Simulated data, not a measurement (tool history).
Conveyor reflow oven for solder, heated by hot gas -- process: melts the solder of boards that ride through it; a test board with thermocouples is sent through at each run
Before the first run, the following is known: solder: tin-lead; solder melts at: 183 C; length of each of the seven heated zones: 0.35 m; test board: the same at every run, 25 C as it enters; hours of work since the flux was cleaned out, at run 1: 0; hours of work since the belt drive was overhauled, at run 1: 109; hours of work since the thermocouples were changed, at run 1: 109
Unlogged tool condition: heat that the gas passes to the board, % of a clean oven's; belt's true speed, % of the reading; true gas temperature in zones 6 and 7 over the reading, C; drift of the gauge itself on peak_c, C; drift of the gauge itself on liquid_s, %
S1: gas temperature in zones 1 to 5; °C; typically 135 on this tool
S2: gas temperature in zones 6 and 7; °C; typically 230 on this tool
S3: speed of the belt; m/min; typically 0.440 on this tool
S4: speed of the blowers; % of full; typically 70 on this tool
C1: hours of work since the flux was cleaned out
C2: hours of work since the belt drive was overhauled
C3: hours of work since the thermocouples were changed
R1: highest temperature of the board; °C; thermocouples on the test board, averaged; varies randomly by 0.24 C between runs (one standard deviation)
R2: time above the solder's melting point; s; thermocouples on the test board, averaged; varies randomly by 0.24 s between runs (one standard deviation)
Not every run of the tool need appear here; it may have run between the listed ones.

run 1 hour=0.0 | S1=135 S2=230 S3=0.440 S4=70 | C1=0 C2=109 C3=109 | R1=213.0 R2=66.6
run 2 hour=42.9 | S1=135 S2=230 S3=0.440 S4=58 | C1=19 C2=128 C3=128 | R1=211.1 R2=62.7
run 3 hour=87.4 | S1=135 S2=230 S3=0.440 S4=58 | C1=38 C2=148 C3=148 | R1=210.3 R2=62.3
run 4 hour=128.0 | S1=135 S2=230 S3=0.440 S4=58 | C1=56 C2=165 C3=165 | R1=210.4 R2=62.4
run 5 hour=169.3 | S1=135 S2=230 S3=0.440 S4=58 | C1=74 C2=184 C3=184 | R1=210.2 R2=62.2
run 6 hour=196.7 | S1=135 S2=230 S3=0.440 S4=70 | C1=87 C2=196 C3=196 | R1=212.6 R2=65.0
run 7 hour=231.5 | S1=135 S2=230 S3=0.440 S4=90 | C1=102 C2=211 C3=211 | R1=215.2 R2=69.0
run 8 hour=269.8 | S1=135 S2=230 S3=0.440 S4=90 | C1=119 C2=228 C3=228 | R1=215.1 R2=68.5
run 9 hour=305.1 | S1=135 S2=236 S3=0.440 S4=70 | C1=134 C2=243 C3=243 | R1=217.4 R2=70.3
run 10 hour=346.5 | S1=135 S2=236 S3=0.440 S4=70 | C1=152 C2=262 C3=262 | R1=217.2 R2=70.3
-- hour=397.4 flux residue cleaned out of gas plates and filters
run 11 hour=397.4 | S1=135 S2=242 S3=0.440 S4=70 | C1=0 C2=282 C3=282 | R1=223.5 R2=76.0
run 12 hour=419.7 | S1=135 S2=224 S3=0.440 S4=70 | C1=10 C2=292 C3=292 | R1=208.0 R2=59.7
run 13 hour=453.6 | S1=135 S2=230 S3=0.435 S4=70 | C1=25 C2=306 C3=306 | R1=212.9 R2=67.3
run 14 hour=489.9 | S1=135 S2=230 S3=0.435 S4=70 | C1=41 C2=322 C3=322 | R1=212.9 R2=67.1
run 15 hour=520.5 | S1=135 S2=230 S3=0.440 S4=70 | C1=54 C2=336 C3=336 | R1=212.2 R2=65.5
run 16 hour=561.4 | S1=135 S2=230 S3=0.440 S4=70 | C1=72 C2=354 C3=354 | R1=212.5 R2=65.4
run 17 hour=596.9 | S1=144 S2=235 S3=0.412 S4=70 | C1=88 C2=369 C3=369 | R1=220.1 R2=83.3
run 18 hour=635.3 | S1=130 S2=235 S3=0.467 S4=70 | C1=105 C2=386 C3=386 | R1=214.0 R2=60.2
run 19 hour=657.5 | S1=130 S2=235 S3=0.467 S4=70 | C1=114 C2=396 C3=396 | R1=213.4 R2=59.8
run 20 hour=677.0 | S1=130 S2=245 S3=0.399 S4=73 | C1=123 C2=405 C3=405 | R1=227.8 R2=86.1
run 21 hour=700.6 | S1=130 S2=245 S3=0.399 S4=73 | C1=133 C2=415 C3=415 | R1=228.6 R2=86.5
run 22 hour=727.2 | S1=145 S2=230 S3=0.482 S4=70 | C1=145 C2=427 C3=427 | R1=210.6 R2=61.8
run 23 hour=750.4 | S1=134 S2=233 S3=0.508 S4=70 | C1=155 C2=437 C3=437 | R1=209.3 R2=51.4
run 24 hour=785.0 | S1=142 S2=237 S3=0.481 S4=66 | C1=171 C2=452 C3=452 | R1=214.8 R2=65.0
-- hour=795.6 flux residue cleaned out of gas plates and filters
run 25 hour=818.2 | S1=142 S2=237 S3=0.481 S4=66 | C1=10 C2=465 C3=465 | R1=216.6 R2=65.9
run 26 hour=860.7 | S1=142 S2=237 S3=0.481 S4=66 | C1=29 C2=483 C3=483 | R1=216.2 R2=66.0
run 27 hour=906.8 | S1=142 S2=237 S3=0.481 S4=66 | C1=49 C2=504 C3=504 | R1=216.7 R2=65.4
run 28 hour=931.9 | S1=135 S2=230 S3=0.408 S4=57 | C1=60 C2=515 C3=515 | R1=212.7 R2=71.1
run 29 hour=972.4 | S1=135 S2=230 S3=0.408 S4=51 | C1=78 C2=533 C3=533 | R1=211.1 R2=68.5
run 30 hour=1000.9 | S1=124 S2=222 S3=0.357 S4=65 | C1=90 C2=545 C3=545 | R1=208.9 R2=73.5
run 31 hour=1035.6 | S1=121 S2=230 S3=0.440 S4=70 | C1=106 C2=560 C3=560 | R1=209.8 R2=56.6

4 options for the next run, each taken on its own from the tool as it stands now. Forecast them:
run A hour=1057.8 | S1=135 S2=234 S3=0.440 S4=58 | C1=115 C2=570 C3=570 | R1=? R2=?
run B hour=1057.8 | S1=125 S2=230 S3=0.419 S4=70 | C1=115 C2=570 C3=570 | R1=? R2=?
run C hour=1057.8 | S1=148 S2=230 S3=0.388 S4=70 | C1=115 C2=570 C3=570 | R1=? R2=?
run D hour=1057.8 | S1=121 S2=230 S3=0.433 S4=70 | C1=115 C2=570 C3=570 | R1=? R2=?

run=A R1=213.4 R2=66.1
run=B R1=212.1 R2=64.7
run=C R1=218.0 R2=89.1
run=D R1=209.8 R2=58.8
Had the tool no hidden state, the same runs would have come out as:
run=A R1=214.4 R2=66.7
run=B R1=213.1 R2=65.5
run=C R1=219.0 R2=89.3
run=D R1=210.9 R2=59.7
